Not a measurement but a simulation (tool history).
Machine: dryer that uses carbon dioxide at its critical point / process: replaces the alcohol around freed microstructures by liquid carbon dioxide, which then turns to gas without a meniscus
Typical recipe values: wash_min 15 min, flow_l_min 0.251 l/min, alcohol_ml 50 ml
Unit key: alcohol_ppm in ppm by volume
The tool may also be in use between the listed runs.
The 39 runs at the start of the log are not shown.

| run | hour | wash_min | flow_l_min | alcohol_ml | hours of work since the filter was changed | hours of work since the purifier's bed was changed | alcohol_ppm |
|---|---|---|---|---|---|---|---|
| 40 | 289.8 | 15 | 0.225 | 50 | 89 | 235 | 291 |
| 41 | 300.9 | 19 | 0.202 | 96 | 95 | 241 | 269 |
| 42 | 305.6 | 19 | 0.202 | 96 | 97 | 244 | 264 |
| 43 | 316.8 | 12 | 0.217 | 47 | 103 | 250 | 1002 |
| 44 | 323.9 | 12 | 0.217 | 47 | 107 | 253 | 971 |
| 45 | 334.4 | 15 | 0.291 | 29 | 113 | 259 | 90 |
| 46 | 342.6 | 23 | 0.268 | 22 | 117 | 264 | 69 |
| 47 | 350.6 | 10 | 0.210 | 42 | 121 | 268 | 2210 |

Branching from run 47: 4 alternative next runs. What would each branch give?
| A | 358.6 | 10 | 0.210 | 24 | 126 | 272 | ? |
| B | 358.6 | 10 | 0.251 | 40 | 126 | 272 | ? |
| C | 358.6 | 13 | 0.292 | 27 | 126 | 272 | ? |
| D | 358.6 | 16 | 0.251 | 50 | 126 | 272 | ? |

| run | alcohol_ppm |
|---|---|
| A | 1307 |
| B | 1075 |
| C | 142 |
| D | 162 |
Without the tool's unlogged condition, the same runs would have read:
| run | alcohol_ppm |
|---|---|
| A | 892 |
| B | 679 |
| C | 47 |
| D | 58 |
